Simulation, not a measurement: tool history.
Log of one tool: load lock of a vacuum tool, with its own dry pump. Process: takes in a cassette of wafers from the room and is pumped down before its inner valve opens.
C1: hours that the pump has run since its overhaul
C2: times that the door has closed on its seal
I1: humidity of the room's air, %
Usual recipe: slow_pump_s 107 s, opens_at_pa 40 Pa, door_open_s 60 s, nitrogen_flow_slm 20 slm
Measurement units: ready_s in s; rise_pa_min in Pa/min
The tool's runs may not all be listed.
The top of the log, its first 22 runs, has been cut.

Run 23, hour 7017.9: usual settings but opens_at_pa 49 Pa, door_open_s 50 s, nitrogen_flow_slm 13 slm; C1 7780; C2 21770; I1 40. Result: ready_s 156.9 s, rise_pa_min 0.156 Pa/min.
Run 24, hour 7232.2: usual settings but opens_at_pa 49 Pa, door_open_s 50 s, nitrogen_flow_slm 13 slm; C1 7994; C2 22148; I1 48.9. Result: ready_s 157.3 s, rise_pa_min 0.164 Pa/min.
Run 25, hour 7528.9: usual settings but opens_at_pa 29 Pa, door_open_s 170 s, nitrogen_flow_slm 13 slm; C1 8291; C2 22671; I1 45.8. Result: ready_s 161.8 s, rise_pa_min 0.203 Pa/min.
Run 26, hour 7943.9: usual settings but slow_pump_s 94 s, opens_at_pa 29 Pa, nitrogen_flow_slm 30 slm; C1 8706; C2 23403; I1 44.7. Result: ready_s 151.6 s, rise_pa_min 0.16 Pa/min.
Run 27, hour 8276.5: usual settings but slow_pump_s 94 s, opens_at_pa 29 Pa, nitrogen_flow_slm 30 slm; C1 9038; C2 23990; I1 44.4. Result: ready_s 151.7 s, rise_pa_min 0.168 Pa/min.
Run 28, hour 8571.2: usual settings but slow_pump_s 162 s, opens_at_pa 37 Pa, door_open_s 34 s, nitrogen_flow_slm 12 slm; C1 9333; C2 24509; I1 45.7. Result: ready_s 202.9 s, rise_pa_min 0.172 Pa/min.
Run 29, hour 8910.5: usual settings but slow_pump_s 162 s, opens_at_pa 37 Pa, door_open_s 34 s, nitrogen_flow_slm 12 slm; C1 9672; C2 25108; I1 46. Result: ready_s 204.2 s, rise_pa_min 0.188 Pa/min.
Run 30, hour 9156.7: usual settings but slow_pump_s 160 s, nitrogen_flow_slm 9 slm; C1 9919; C2 25542; I1 42.4. Result: ready_s 201.3 s, rise_pa_min 0.192 Pa/min.
Run 31, hour 9451.5: usual settings but slow_pump_s 86 s; C1 10213; C2 26062; I1 41.8. Result: ready_s 144.1 s, rise_pa_min 0.193 Pa/min.
Run 32, hour 9851.3: usual settings but slow_pump_s 86 s; C1 10613; C2 26767; I1 43.3. Result: ready_s 144.3 s, rise_pa_min 0.198 Pa/min.
Run 33, hour 10125.1: usual settings but slow_pump_s 86 s; C1 10887; C2 27250; I1 47.3. Result: ready_s 143.1 s, rise_pa_min 0.199 Pa/min.
Run 34, hour 10347.5: usual settings but slow_pump_s 91 s, nitrogen_flow_slm 42 slm; C1 11109; C2 27642; I1 43.6. Result: ready_s 147.4 s, rise_pa_min 0.185 Pa/min.
Run 35, hour 10625.8: usual settings but slow_pump_s 91 s, opens_at_pa 45 Pa, door_open_s 74 s, nitrogen_flow_slm 42 slm; C1 11388; C2 28133; I1 44.4. Result: ready_s 147.1 s, rise_pa_min 0.197 Pa/min.
Run 36, hour 10957.8: usual settings but slow_pump_s 75 s, opens_at_pa 67 Pa, door_open_s 103 s, nitrogen_flow_slm 7 slm; C1 11720; C2 28719; I1 47. Result: ready_s 130.7 s, rise_pa_min 0.252 Pa/min.
Run 37, hour 11348.4: usual settings but slow_pump_s 141 s, nitrogen_flow_slm 30 slm; C1 12110; C2 29408; I1 45. Result: ready_s 188.4 s, rise_pa_min 0.216 Pa/min.

3 ways to go on from here, each from the tool as it stands after run 37. What would each give?
Run A, hour 11717.9: usual settings but slow_pump_s 141 s, door_open_s 220 s, nitrogen_flow_slm 30 slm; C1 12480; C2 30060; I1 42.1. Result: ready_s ?, rise_pa_min ?.
Run B, hour 11717.9: usual settings but slow_pump_s 182 s, door_open_s 163 s, nitrogen_flow_slm 26 slm; C1 12480; C2 30060; I1 46.9. Result: ready_s ?, rise_pa_min ?.
Run C, hour 11717.9: usual settings but slow_pump_s 141 s, opens_at_pa 39 Pa, nitrogen_flow_slm 30 slm; C1 12480; C2 30060; I1 45.8. Result: ready_s ?, rise_pa_min ?.

run  ready_s  rise_pa_min
  A      188        0.248
  B    220.6        0.256
  C      189        0.216
Without the tool's unlogged condition, the same runs would have read:
run  ready_s  rise_pa_min
  A    182.8        0.066
  B    216.3        0.073
  C    183.7        0.036
